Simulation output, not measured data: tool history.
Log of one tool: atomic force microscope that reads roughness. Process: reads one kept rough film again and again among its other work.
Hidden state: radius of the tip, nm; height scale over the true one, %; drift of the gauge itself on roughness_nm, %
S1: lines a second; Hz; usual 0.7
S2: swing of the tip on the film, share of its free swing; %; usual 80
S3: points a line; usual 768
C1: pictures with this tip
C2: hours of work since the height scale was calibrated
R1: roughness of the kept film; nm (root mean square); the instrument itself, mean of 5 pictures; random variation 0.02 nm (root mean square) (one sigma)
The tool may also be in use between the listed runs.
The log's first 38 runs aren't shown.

{"hour": 1161.1, "done": "new tip fitted"}
{"run": 39, "hour": 1184.7, "S1": 1.538, "S2": 72, "S3": 768, "C1": 36, "C2": 360, "R1": 4.761}
{"run": 40, "hour": 1207.4, "S1": 3.217, "S2": 80, "S3": 768, "C1": 70, "C2": 375, "R1": 4.104}
{"run": 41, "hour": 1239.8, "S1": 3.217, "S2": 80, "S3": 768, "C1": 119, "C2": 396, "R1": 4.03}
{"run": 42, "hour": 1272.4, "S1": 3.217, "S2": 80, "S3": 768, "C1": 169, "C2": 418, "R1": 3.905}
{"run": 43, "hour": 1315.0, "S1": 3.217, "S2": 86, "S3": 768, "C1": 233, "C2": 445, "R1": 3.594}
{"run": 44, "hour": 1347.8, "S1": 0.961, "S2": 80, "S3": 552, "C1": 283, "C2": 467, "R1": 4.191}
{"hour": 1358.9, "done": "new tip fitted"}
{"run": 45, "hour": 1391.5, "S1": 0.7, "S2": 83, "S3": 546, "C1": 49, "C2": 495, "R1": 4.749}
{"run": 46, "hour": 1434.1, "S1": 0.866, "S2": 85, "S3": 546, "C1": 113, "C2": 523, "R1": 4.503}
{"run": 47, "hour": 1478.3, "S1": 0.774, "S2": 80, "S3": 382, "C1": 180, "C2": 551, "R1": 4.424}
{"run": 48, "hour": 1497.2, "S1": 3.585, "S2": 85, "S3": 265, "C1": 209, "C2": 564, "R1": 3.552}
{"run": 49, "hour": 1539.8, "S1": 0.593, "S2": 80, "S3": 768, "C1": 273, "C2": 591, "R1": 4.296}

Forecast each of these 5 alternatives for the next run:
{"hour": 1556.3, "done": "new tip fitted"}
{"run": "A", "hour": 1579.5, "S1": 1.704, "S2": 70, "S3": 609, "C1": 36, "C2": 617, "R1": "?"}
{"hour": 1556.3, "done": "new tip fitted"}
{"run": "B", "hour": 1579.5, "S1": 1.185, "S2": 75, "S3": 768, "C1": 36, "C2": 617, "R1": "?"}
{"hour": 1556.3, "done": "new tip fitted"}
{"run": "C", "hour": 1579.5, "S1": 1.02, "S2": 80, "S3": 482, "C1": 36, "C2": 617, "R1": "?"}
{"hour": 1556.3, "done": "new tip fitted"}
{"run": "D", "hour": 1579.5, "S1": 0.7, "S2": 57, "S3": 768, "C1": 36, "C2": 617, "R1": "?"}
{"hour": 1556.3, "done": "new tip fitted"}
{"run": "E", "hour": 1579.5, "S1": 0.593, "S2": 88, "S3": 351, "C1": 36, "C2": 617, "R1": "?"}

run=A R1=4.77
run=B R1=4.81
run=C R1=4.746
run=D R1=4.974
run=E R1=4.777
Without the tool's hidden state the same runs would have given:
run=A R1=4.827
run=B R1=4.868
run=C R1=4.803
run=D R1=5.034
run=E R1=4.834

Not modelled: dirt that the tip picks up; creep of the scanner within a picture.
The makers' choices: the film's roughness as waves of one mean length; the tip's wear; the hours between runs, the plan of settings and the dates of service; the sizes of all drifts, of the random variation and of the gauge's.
